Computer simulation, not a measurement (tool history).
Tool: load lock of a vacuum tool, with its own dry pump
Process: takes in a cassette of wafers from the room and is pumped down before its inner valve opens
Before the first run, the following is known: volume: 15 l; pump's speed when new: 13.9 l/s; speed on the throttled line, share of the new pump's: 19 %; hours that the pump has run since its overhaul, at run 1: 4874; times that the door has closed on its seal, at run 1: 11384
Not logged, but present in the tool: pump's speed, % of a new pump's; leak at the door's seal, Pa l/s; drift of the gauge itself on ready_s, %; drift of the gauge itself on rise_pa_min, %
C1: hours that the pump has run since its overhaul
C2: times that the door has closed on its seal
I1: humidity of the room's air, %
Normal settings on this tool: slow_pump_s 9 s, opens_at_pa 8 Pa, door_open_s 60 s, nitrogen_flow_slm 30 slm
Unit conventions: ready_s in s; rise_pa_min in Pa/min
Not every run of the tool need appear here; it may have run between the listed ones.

{"run": 1, "hour": 0.0, "slow_pump_s": 9, "opens_at_pa": 8, "door_open_s": 60, "nitrogen_flow_slm": 30, "C1": 4874, "C2": 11384, "I1": 45.7, "ready_s": 17.83, "rise_pa_min": 0.049}
{"run": 2, "hour": 544.5, "slow_pump_s": 9, "opens_at_pa": 12, "door_open_s": 60, "nitrogen_flow_slm": 30, "C1": 5419, "C2": 12655, "I1": 45.4, "ready_s": 17.52, "rise_pa_min": 0.058}
{"run": 3, "hour": 1038.8, "slow_pump_s": 9, "opens_at_pa": 8, "door_open_s": 60, "nitrogen_flow_slm": 30, "C1": 5913, "C2": 13810, "I1": 45.9, "ready_s": 17.93, "rise_pa_min": 0.061}
{"run": 4, "hour": 1353.6, "slow_pump_s": 9, "opens_at_pa": 8, "door_open_s": 60, "nitrogen_flow_slm": 30, "C1": 6228, "C2": 14545, "I1": 46.5, "ready_s": 18.0, "rise_pa_min": 0.061}
{"run": 5, "hour": 2004.8, "slow_pump_s": 9, "opens_at_pa": 8, "door_open_s": 60, "nitrogen_flow_slm": 30, "C1": 6879, "C2": 16066, "I1": 42.4, "ready_s": 18.09, "rise_pa_min": 0.06}
{"run": 6, "hour": 2530.2, "slow_pump_s": 9, "opens_at_pa": 8, "door_open_s": 60, "nitrogen_flow_slm": 30, "C1": 7405, "C2": 17293, "I1": 43.8, "ready_s": 17.98, "rise_pa_min": 0.077}
{"run": 7, "hour": 3025.3, "slow_pump_s": 9, "opens_at_pa": 7, "door_open_s": 60, "nitrogen_flow_slm": 30, "C1": 7900, "C2": 18449, "I1": 42.4, "ready_s": 18.33, "rise_pa_min": 0.072}
{"run": 8, "hour": 3730.0, "slow_pump_s": 9, "opens_at_pa": 7, "door_open_s": 60, "nitrogen_flow_slm": 30, "C1": 8604, "C2": 20095, "I1": 45.0, "ready_s": 18.08, "rise_pa_min": 0.079}
{"run": 9, "hour": 4095.3, "slow_pump_s": 9, "opens_at_pa": 7, "door_open_s": 60, "nitrogen_flow_slm": 30, "C1": 8970, "C2": 20948, "I1": 43.8, "ready_s": 18.21, "rise_pa_min": 0.086}
{"run": 10, "hour": 4619.9, "slow_pump_s": 9, "opens_at_pa": 7, "door_open_s": 60, "nitrogen_flow_slm": 30, "C1": 9494, "C2": 22173, "I1": 46.9, "ready_s": 18.34, "rise_pa_min": 0.086}
{"run": 11, "hour": 5211.9, "slow_pump_s": 9, "opens_at_pa": 7, "door_open_s": 60, "nitrogen_flow_slm": 30, "C1": 10086, "C2": 23556, "I1": 46.7, "ready_s": 18.51, "rise_pa_min": 0.096}
{"run": 12, "hour": 5524.7, "slow_pump_s": 9, "opens_at_pa": 8, "door_open_s": 60, "nitrogen_flow_slm": 30, "C1": 10399, "C2": 24286, "I1": 47.5, "ready_s": 18.02, "rise_pa_min": 0.101}
{"run": 13, "hour": 6237.0, "slow_pump_s": 9, "opens_at_pa": 8, "door_open_s": 60, "nitrogen_flow_slm": 30, "C1": 11111, "C2": 25949, "I1": 45.2, "ready_s": 18.36, "rise_pa_min": 0.106}
{"run": 14, "hour": 6778.2, "slow_pump_s": 9, "opens_at_pa": 8, "door_open_s": 60, "nitrogen_flow_slm": 30, "C1": 11653, "C2": 27213, "I1": 43.2, "ready_s": 18.34, "rise_pa_min": 0.11}
{"run": 15, "hour": 7359.4, "slow_pump_s": 9, "opens_at_pa": 8, "door_open_s": 60, "nitrogen_flow_slm": 30, "C1": 12234, "C2": 28571, "I1": 47.6, "ready_s": 18.2, "rise_pa_min": 0.121}
{"run": 16, "hour": 7813.3, "slow_pump_s": 9, "opens_at_pa": 8, "door_open_s": 60, "nitrogen_flow_slm": 30, "C1": 12688, "C2": 29631, "I1": 41.7, "ready_s": 18.55, "rise_pa_min": 0.123}
{"run": 17, "hour": 8151.8, "slow_pump_s": 9, "opens_at_pa": 8, "door_open_s": 60, "nitrogen_flow_slm": 30, "C1": 13026, "C2": 30421, "I1": 43.6, "ready_s": 18.48, "rise_pa_min": 0.126}
{"run": 18, "hour": 8647.7, "slow_pump_s": 11, "opens_at_pa": 8, "door_open_s": 25, "nitrogen_flow_slm": 15, "C1": 13522, "C2": 31579, "I1": 42.5, "ready_s": 20.04, "rise_pa_min": 0.134}
{"run": 19, "hour": 9360.7, "slow_pump_s": 16, "opens_at_pa": 14, "door_open_s": 60, "nitrogen_flow_slm": 11, "C1": 14235, "C2": 33244, "I1": 48.4, "ready_s": 23.31, "rise_pa_min": 0.163}
{"run": 20, "hour": 9973.6, "slow_pump_s": 7, "opens_at_pa": 13, "door_open_s": 60, "nitrogen_flow_slm": 11, "C1": 14848, "C2": 34676, "I1": 44.1, "ready_s": 16.42, "rise_pa_min": 0.17}
{"run": 21, "hour": 10392.8, "slow_pump_s": 7, "opens_at_pa": 13, "door_open_s": 60, "nitrogen_flow_slm": 11, "C1": 15267, "C2": 35655, "I1": 45.4, "ready_s": 16.58, "rise_pa_min": 0.169}
{"run": 22, "hour": 10957.6, "slow_pump_s": 9, "opens_at_pa": 14, "door_open_s": 99, "nitrogen_flow_slm": 11, "C1": 15832, "C2": 36974, "I1": 47.3, "ready_s": 17.86, "rise_pa_min": 0.195}
{"run": 23, "hour": 11599.8, "slow_pump_s": 9, "opens_at_pa": 7, "door_open_s": 81, "nitrogen_flow_slm": 30, "C1": 16474, "C2": 38473, "I1": 44.3, "ready_s": 18.79, "rise_pa_min": 0.183}
{"run": 24, "hour": 11954.3, "slow_pump_s": 18, "opens_at_pa": 11, "door_open_s": 60, "nitrogen_flow_slm": 30, "C1": 16829, "C2": 39301, "I1": 48.3, "ready_s": 25.4, "rise_pa_min": 0.181}
{"run": 25, "hour": 12535.8, "slow_pump_s": 18, "opens_at_pa": 9, "door_open_s": 84, "nitrogen_flow_slm": 30, "C1": 17410, "C2": 40659, "I1": 46.6, "ready_s": 25.56, "rise_pa_min": 0.192}
{"run": 26, "hour": 13240.3, "slow_pump_s": 18, "opens_at_pa": 9, "door_open_s": 84, "nitrogen_flow_slm": 30, "C1": 18115, "C2": 42305, "I1": 46.8, "ready_s": 25.66, "rise_pa_min": 0.205}
{"hour": 13277.3, "done": "dry pump taken out, an overhauled one fitted"}
{"run": 27, "hour": 13931.9, "slow_pump_s": 18, "opens_at_pa": 9, "door_open_s": 84, "nitrogen_flow_slm": 30, "C1": 655, "C2": 43906, "I1": 46.6, "ready_s": 24.87, "rise_pa_min": 0.21}
{"run": 28, "hour": 14231.6, "slow_pump_s": 11, "opens_at_pa": 8, "door_open_s": 113, "nitrogen_flow_slm": 30, "C1": 954, "C2": 44606, "I1": 43.6, "ready_s": 19.22, "rise_pa_min": 0.221}
{"run": 29, "hour": 14862.7, "slow_pump_s": 11, "opens_at_pa": 8, "door_open_s": 113, "nitrogen_flow_slm": 30, "C1": 1585, "C2": 46079, "I1": 40.7, "ready_s": 19.37, "rise_pa_min": 0.231}
{"run": 30, "hour": 15311.3, "slow_pump_s": 7, "opens_at_pa": 8, "door_open_s": 60, "nitrogen_flow_slm": 43, "C1": 2034, "C2": 47127, "I1": 45.4, "ready_s": 16.06, "rise_pa_min": 0.229}
{"run": 31, "hour": 15777.2, "slow_pump_s": 7, "opens_at_pa": 8, "door_open_s": 60, "nitrogen_flow_slm": 43, "C1": 2500, "C2": 48215, "I1": 46.5, "ready_s": 16.17, "rise_pa_min": 0.236}
{"run": 32, "hour": 16240.9, "slow_pump_s": 11, "opens_at_pa": 8, "door_open_s": 235, "nitrogen_flow_slm": 24, "C1": 2964, "C2": 49298, "I1": 44.4, "ready_s": 19.52, "rise_pa_min": 0.268}

A few steps of ready_s between consecutive runs. Split each: what settings, incoming material and random variation would produce without the hidden state, and what is left over for the hidden state, along with gauge scatter present in only one of the two compared results (measured, and without hidden state):
Run 19 -> 20: slow_pump_s 16 -> 7, opens_at_pa 14 -> 13. ready_s -6.89 s: hidden state +0.22, all else -7.11.
Run 23 -> 24: slow_pump_s 9 -> 18, opens_at_pa 7 -> 11, door_open_s 81 -> 60. ready_s +6.61 s: hidden state -0.23, all else +6.84.
Run 26 -> 27: dry pump taken out, an overhauled one fitted. ready_s -0.79 s: hidden state -0.97, all else +0.18.
Run 27 -> 28: slow_pump_s 18 -> 11, opens_at_pa 9 -> 8, door_open_s 84 -> 113. ready_s -5.65 s: hidden state +0.01, all else -5.66.

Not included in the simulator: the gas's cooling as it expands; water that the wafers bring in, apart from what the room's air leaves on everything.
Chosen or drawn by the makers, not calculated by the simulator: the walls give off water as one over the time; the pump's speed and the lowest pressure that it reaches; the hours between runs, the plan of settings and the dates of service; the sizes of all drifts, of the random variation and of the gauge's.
